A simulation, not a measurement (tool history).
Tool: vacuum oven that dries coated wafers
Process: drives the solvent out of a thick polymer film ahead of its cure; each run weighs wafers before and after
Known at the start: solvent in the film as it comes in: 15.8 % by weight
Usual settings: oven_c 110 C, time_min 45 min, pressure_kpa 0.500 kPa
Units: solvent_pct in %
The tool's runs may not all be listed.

| run | hour | oven_c | time_min | pressure_kpa | solvent_pct |
|---|---|---|---|---|---|
| 1 | 0.0 | 110 | 45 | 0.500 | 0.76 |
| 2 | 7.4 | 110 | 25 | 0.500 | 2.39 |
| 3 | 16.0 | 110 | 45 | 1.953 | 1.34 |
| 4 | 26.1 | 110 | 45 | 1.953 | 1.33 |
| 5 | 32.5 | 110 | 45 | 1.953 | 1.34 |
| 6 | 46.8 | 110 | 45 | 1.953 | 1.34 |
| 7 | 62.1 | 110 | 45 | 1.953 | 1.35 |
| 8 | 72.6 | 110 | 45 | 0.500 | 0.74 |
| 9 | 81.0 | 115 | 45 | 0.500 | 0.33 |
| 10 | 92.5 | 115 | 45 | 0.500 | 0.34 |
| 11 | 102.1 | 110 | 45 | 0.498 | 0.74 |
| 12 | 117.2 | 110 | 45 | 0.263 | 0.65 |
| 13 | 127.3 | 110 | 45 | 0.500 | 0.74 |
| 14 | 141.6 | 103 | 22 | 1.971 | 5.53 |

Forecast run 15:
| 15 | 148.9 | 102 | 69 | 1.430 | ? |

{"run 15": {"solvent_pct": 1.5}}
Without the tool's hidden state the same run would have given solvent_pct 1.54 %.
